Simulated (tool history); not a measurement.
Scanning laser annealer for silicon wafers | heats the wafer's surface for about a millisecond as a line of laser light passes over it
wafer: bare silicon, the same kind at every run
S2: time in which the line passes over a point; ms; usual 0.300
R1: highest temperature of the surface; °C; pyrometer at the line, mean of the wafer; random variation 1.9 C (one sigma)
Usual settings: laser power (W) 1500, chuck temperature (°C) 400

run 1 hour=0.0 | laser_power_(W)=1500 S2=0.300 chuck_temperature_(°C)=400 | R1=1123
run 2 hour=79.1 | laser_power_(W)=1500 S2=0.300 chuck_temperature_(°C)=400 | R1=1121
run 3 hour=150.4 | laser_power_(W)=1500 S2=0.300 chuck_temperature_(°C)=400 | R1=1116
run 4 hour=231.3 | laser_power_(W)=1500 S2=0.300 chuck_temperature_(°C)=400 | R1=1118
-- hour=252.2 window over the wafer cleaned
run 5 hour=296.6 | laser_power_(W)=1500 S2=0.300 chuck_temperature_(°C)=400 | R1=1133
run 6 hour=335.3 | laser_power_(W)=1500 S2=0.239 chuck_temperature_(°C)=400 | R1=1045
run 7 hour=409.2 | laser_power_(W)=1500 S2=0.300 chuck_temperature_(°C)=400 | R1=1128
run 8 hour=468.3 | laser_power_(W)=1500 S2=0.300 chuck_temperature_(°C)=419 | R1=1150
run 9 hour=514.3 | laser_power_(W)=1500 S2=0.300 chuck_temperature_(°C)=400 | R1=1127
run 10 hour=593.9 | laser_power_(W)=1500 S2=0.300 chuck_temperature_(°C)=400 | R1=1124
run 11 hour=661.8 | laser_power_(W)=1394 S2=0.300 chuck_temperature_(°C)=400 | R1=1073
run 12 hour=728.5 | laser_power_(W)=1394 S2=0.300 chuck_temperature_(°C)=400 | R1=1069
run 13 hour=809.8 | laser_power_(W)=1394 S2=0.300 chuck_temperature_(°C)=400 | R1=1068
run 14 hour=870.5 | laser_power_(W)=1394 S2=0.300 chuck_temperature_(°C)=400 | R1=1070
run 15 hour=921.8 | laser_power_(W)=1394 S2=0.300 chuck_temperature_(°C)=400 | R1=1062
run 16 hour=964.0 | laser_power_(W)=1394 S2=0.300 chuck_temperature_(°C)=400 | R1=1065
run 17 hour=1001.1 | laser_power_(W)=1500 S2=0.300 chuck_temperature_(°C)=415 | R1=1129
-- hour=1010.7 laser's power meter calibrated
run 18 hour=1076.0 | laser_power_(W)=1500 S2=0.300 chuck_temperature_(°C)=415 | R1=1126
run 19 hour=1115.0 | laser_power_(W)=1500 S2=0.300 chuck_temperature_(°C)=415 | R1=1122
run 20 hour=1190.9 | laser_power_(W)=1607 S2=0.278 chuck_temperature_(°C)=415 | R1=1141
run 21 hour=1225.9 | laser_power_(W)=1437 S2=0.309 chuck_temperature_(°C)=385 | R1=1073
run 22 hour=1302.4 | laser_power_(W)=1437 S2=0.309 chuck_temperature_(°C)=385 | R1=1070
run 23 hour=1358.6 | laser_power_(W)=1437 S2=0.309 chuck_temperature_(°C)=385 | R1=1066
-- hour=1381.6 laser's power meter calibrated, once more
run 24 hour=1429.6 | laser_power_(W)=1629 S2=0.358 chuck_temperature_(°C)=400 | R1=1249
-- hour=1446.0 window over the wafer cleaned
run 25 hour=1466.8 | laser_power_(W)=1629 S2=0.217 chuck_temperature_(°C)=400 | R1=1068
run 26 hour=1522.3 | laser_power_(W)=1629 S2=0.217 chuck_temperature_(°C)=400 | R1=1066
run 27 hour=1603.8 | laser_power_(W)=1483 S2=0.250 chuck_temperature_(°C)=389 | R1=1044
run 28 hour=1647.5 | laser_power_(W)=1638 S2=0.218 chuck_temperature_(°C)=400 | R1=1067
run 29 hour=1708.2 | laser_power_(W)=1525 S2=0.218 chuck_temperature_(°C)=400 | R1=1026
-- hour=1745.7 optics aligned, line set to its width
run 30 hour=1774.0 | laser_power_(W)=1404 S2=0.371 chuck_temperature_(°C)=363 | R1=1130
run 31 hour=1854.7 | laser_power_(W)=1500 S2=0.345 chuck_temperature_(°C)=414 | R1=1203
run 32 hour=1891.4 | laser_power_(W)=1349 S2=0.350 chuck_temperature_(°C)=423 | R1=1134
run 33 hour=1952.9 | laser_power_(W)=1500 S2=0.260 chuck_temperature_(°C)=400 | R1=1075
run 34 hour=2026.4 | laser_power_(W)=1308 S2=0.260 chuck_temperature_(°C)=413 | R1=1001
run 35 hour=2074.2 | laser_power_(W)=1308 S2=0.260 chuck_temperature_(°C)=432 | R1=1018
run 36 hour=2131.9 | laser_power_(W)=1291 S2=0.260 chuck_temperature_(°C)=377 | R1=959
run 37 hour=2207.8 | laser_power_(W)=1291 S2=0.260 chuck_temperature_(°C)=377 | R1=952
run 38 hour=2287.8 | laser_power_(W)=1291 S2=0.260 chuck_temperature_(°C)=377 | R1=950

4 ways to go on from here, each from the tool as it stands after run 38. What would each give?
run A hour=2327.0 | laser_power_(W)=1375 S2=0.364 chuck_temperature_(°C)=400 | R1=?
run B hour=2327.0 | laser_power_(W)=1500 S2=0.360 chuck_temperature_(°C)=425 | R1=?
run C hour=2327.0 | laser_power_(W)=1428 S2=0.359 chuck_temperature_(°C)=394 | R1=?
run D hour=2327.0 | laser_power_(W)=1442 S2=0.329 chuck_temperature_(°C)=374 | R1=?

run=A R1=1130
run=B R1=1219
run=C R1=1148
run=D R1=1102
Without the tool's hidden state the same runs would have given:
run=A R1=1154
run=B R1=1246
run=C R1=1173
run=D R1=1127
